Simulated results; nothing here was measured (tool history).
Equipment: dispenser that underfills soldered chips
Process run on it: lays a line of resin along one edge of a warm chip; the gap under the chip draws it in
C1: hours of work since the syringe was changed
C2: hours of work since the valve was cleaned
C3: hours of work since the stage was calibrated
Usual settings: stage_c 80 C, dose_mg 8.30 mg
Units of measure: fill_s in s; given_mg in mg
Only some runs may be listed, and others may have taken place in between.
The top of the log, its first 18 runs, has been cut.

-- day=8.812 new syringe of resin
-- day=9.329 new syringe of resin
run 19 day=9.354 | stage_c=84 dose_mg=8.30 | C1=0 C2=42 C3=663 | fill_s=58.0 given_mg=8.14
run 20 day=9.775 | stage_c=85 dose_mg=7.19 | C1=8 C2=49 C3=670 | fill_s=78.8 given_mg=6.96
-- day=9.842 new syringe of resin
-- day=10.362 new syringe of resin
run 21 day=10.367 | stage_c=85 dose_mg=8.57 | C1=0 C2=59 C3=680 | fill_s=54.8 given_mg=8.23
-- day=10.888 new syringe of resin
run 22 day=11.038 | stage_c=85 dose_mg=8.57 | C1=3 C2=71 C3=692 | fill_s=63.0 given_mg=8.28
-- day=11.412 new syringe of resin
run 23 day=11.471 | stage_c=86 dose_mg=8.05 | C1=1 C2=78 C3=699 | fill_s=56.3 given_mg=7.62
-- day=11.917 new syringe of resin
run 24 day=11.967 | stage_c=92 dose_mg=10.21 | C1=1 C2=86 C3=707 | fill_s=40.4 given_mg=9.76
run 25 day=12.329 | stage_c=82 dose_mg=10.41 | C1=7 C2=93 C3=714 | fill_s=83.3 given_mg=9.86
-- day=12.458 new syringe of resin
run 26 day=12.771 | stage_c=80 dose_mg=8.87 | C1=5 C2=100 C3=721 | fill_s=88.9 given_mg=8.40

Run 27 has not been measured yet. What should we expect?
-- day=12.983 new syringe of resin
-- day=13.312 dispensing valve cleaned and set on the balance
run 27 day=13.446 | stage_c=76 dose_mg=9.45 | C1=7 C2=2 C3=732 | fill_s=? given_mg=?

{"run 27": {"fill_s": 114.6, "given_mg": 9.52}}
Were there no unlogged condition in the tool, this run, its random variation unchanged, would have produced fill_s 62.6 s, given_mg 9.51 mg.

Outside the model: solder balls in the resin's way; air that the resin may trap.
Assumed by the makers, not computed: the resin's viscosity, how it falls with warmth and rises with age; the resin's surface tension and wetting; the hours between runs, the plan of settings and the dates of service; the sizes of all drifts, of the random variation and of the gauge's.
